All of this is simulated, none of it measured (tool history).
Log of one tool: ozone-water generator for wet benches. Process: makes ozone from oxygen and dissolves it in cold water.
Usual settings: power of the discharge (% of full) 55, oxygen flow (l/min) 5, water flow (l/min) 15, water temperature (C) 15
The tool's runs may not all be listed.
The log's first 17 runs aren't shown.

run    hour  power of the discharge (% of full)  oxygen flow (l/min)  water flow (l/min)  water temperature (C)  hours of work since the electrodes were changed  hours of work since the contactor was cleaned  hours of work since the thermometer was calibrated  dissolved ozone (ppm)  ozone in the gas ahead of the water (g/m3)
 18  1327.7                                  55                    5                  17                     11                                             4346                                           3236                                                1841                   30.5                                       233.7
 19  1421.8                                  55                    5                  17                     11                                             4425                                           3315                                                1920                   30.3                                       234.9
 20  1532.1                                  66                    5                  15                     10                                             4517                                           3407                                                2012                   37.9                                       261.9
 21  1588.4                                  53                    5                  15                     10                                             4565                                           3455                                                2060                   33.4                                       228.7
 22  1687.1                                  55                    5                  16                     15                                             4647                                           3537                                                2142                   30.2                                       235.3
 23  1757.8                                  86                    5                  15                     15                                             4706                                           3597                                                2202                   41.4                                       307.8
 24  1851.8                                  98                 7.47                   9                      8                                             4785                                           3675                                                2280                   65.6                                       255.9
 25  1938.5                                  98                 7.47                   9                      8                                             4858                                           3748                                                2353                   64.2                                         255
 26  1997.2                                  96                 8.68                  15                     15                                             4907                                           3797                                                2402                   40.7                                       230.7
 27  2064.7                                  96                 8.68                  15                     15                                             4964                                           3854                                                2459                   40.1                                       230.1
 28  2163.5                                  46                 8.68                  15                     15                                             5046                                           3937                                                2541                   25.8                                       145.4
 29  2232.9                                  46                 8.68                  19                     10                                             5104                                           3995                                                2600                   24.2                                       147.3
     2287.1  -- water thermometer calibrated
 30  2304.7                                  46                 8.68                  19                     10                                             5164                                           4054                                                  15                   24.3                                         146
 31  2388.1                                  46                 8.68                  19                     10                                             5234                                           4124                                                  85                   24.2                                       143.7
 32  2444.8                                  46                 8.68                  19                     10                                             5282                                           4172                                                 132                   24.5                                       143.4

Forecast each of these 4 alternatives for the next run:
  A  2503.8                                  65                 8.68                  19                     10                                             5331                                           4221                                                 182                      ?                                           ?
  B  2503.8                                  46                 3.26                  16                     14                                             5331                                           4221                                                 182                      ?                                           ?
  C  2503.8                                  65                 5.82                  15                     15                                             5331                                           4221                                                 182                      ?                                           ?
  D  2503.8                                  49                 6.17                  19                      7                                             5331                                           4221                                                 182                      ?                                           ?

run  dissolved ozone (ppm)  ozone in the gas ahead of the water (g/m3)
  A                   30.1                                       177.8
  B                   28.2                                       267.9
  C                   34.4                                       231.9
  D                   27.5                                       186.5
Without the tool's hidden state the same runs would have given:
run  dissolved ozone (ppm)  ozone in the gas ahead of the water (g/m3)
  A                   30.1                                       183.9
  B                   28.2                                         277
  C                   34.4                                       239.8
  D                   27.5                                       192.8
